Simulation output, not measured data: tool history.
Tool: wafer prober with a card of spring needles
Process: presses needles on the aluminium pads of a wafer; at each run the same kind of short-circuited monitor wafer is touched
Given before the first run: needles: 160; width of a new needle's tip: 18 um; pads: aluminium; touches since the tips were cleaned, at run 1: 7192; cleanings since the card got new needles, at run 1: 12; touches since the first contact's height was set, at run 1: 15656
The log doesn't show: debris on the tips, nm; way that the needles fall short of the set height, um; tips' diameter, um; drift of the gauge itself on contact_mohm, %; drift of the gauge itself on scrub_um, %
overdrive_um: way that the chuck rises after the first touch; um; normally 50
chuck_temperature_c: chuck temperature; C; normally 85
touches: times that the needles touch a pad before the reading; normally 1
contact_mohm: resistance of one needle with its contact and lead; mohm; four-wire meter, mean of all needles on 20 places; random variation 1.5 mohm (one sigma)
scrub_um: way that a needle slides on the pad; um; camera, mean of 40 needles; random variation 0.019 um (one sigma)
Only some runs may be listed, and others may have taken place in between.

run   hour  overdrive_um  chuck_temperature_c  touches  touches since the tips were cleaned  cleanings since the card got new needles  touches since the first contact's height was set  contact_mohm  scrub_um
  1    0.0            50                   85        1                                 7192                                        12                                             15656           138     13.81
       7.7  -- tips cleaned on abrasive film
  2   36.0            32                   85        1                                 4981                                        13                                             21983           151      8.85
      56.6  -- tips cleaned on abrasive film
  3   64.1            32                   85        1                                 1324                                        14                                             26920           150      8.85
     107.6  -- tips cleaned on abrasive film
  4  107.6            32                   85        1                                    0                                        15                                             34558           149      8.85
     157.1  -- tips cleaned on abrasive film
  5  162.0            32                   85        1                                  874                                        16                                             44129           149      8.83
  6  196.0            32                   85        1                                 6863                                        16                                             50118           151      8.80
     209.9  -- tips cleaned on abrasive film
  7  233.8            32                   85        1                                 4203                                        17                                             56750           150      8.80
     259.9  -- tips cleaned on abrasive film
  8  260.2            32                   85        1                                   53                                        18                                             61390           149      8.80
  9  291.7            32                   85        1                                 5610                                        18                                             66947           150      8.80
     311.4  -- tips cleaned on abrasive film
 10  317.6            32                   85        1                                 1096                                        19                                             71489           148      8.79
     361.6  -- tips cleaned on abrasive film
 11  363.8            32                   85        1                                  386                                        20                                             79611           147      8.80
 12  400.0            32                   85        1                                 6763                                        20                                             85988           149      8.80
     414.0  -- tips cleaned on abrasive film
 13  427.8            32                   85        1                                 2441                                        21                                             90868           149      8.80
 14  451.7            32                   85        1                                 6644                                        21                                             95071           150      8.78
     463.2  -- tips cleaned on abrasive film
 15  482.8            32                   85        1                                 3446                                        22                                            100530           150      8.76
 16  510.8            32                   85        1                                 8391                                        22                                            105475           152      8.76
     513.8  -- tips cleaned on abrasive film
     521.7  -- height of the first contact set anew
     562.5  -- tips cleaned on abrasive film
 17  563.0            32                   85        1                                   84                                        24                                              7264           151      8.78
 18  590.3            37                   77        2                                 4892                                        24                                             12072           143     10.14
     611.2  -- tips cleaned on abrasive film
 19  619.8            40                   85        1                                 1518                                        25                                             17262           141     10.97
 20  654.6            41                   54        2                                 7647                                        25                                             23391           136     11.20

Run 21 is up next; what results do you expect?
     661.9  -- tips cleaned on abrasive film
 21  685.8            50                   26        2                                 4201                                        26                                             28856             ?         ?

contact_mohm: 129 mohm
scrub_um: 13.65 um
If the tool had no hidden condition, the same run with the same run-to-run variation would have returned contact_mohm 128 mohm, scrub_um 13.79 um.

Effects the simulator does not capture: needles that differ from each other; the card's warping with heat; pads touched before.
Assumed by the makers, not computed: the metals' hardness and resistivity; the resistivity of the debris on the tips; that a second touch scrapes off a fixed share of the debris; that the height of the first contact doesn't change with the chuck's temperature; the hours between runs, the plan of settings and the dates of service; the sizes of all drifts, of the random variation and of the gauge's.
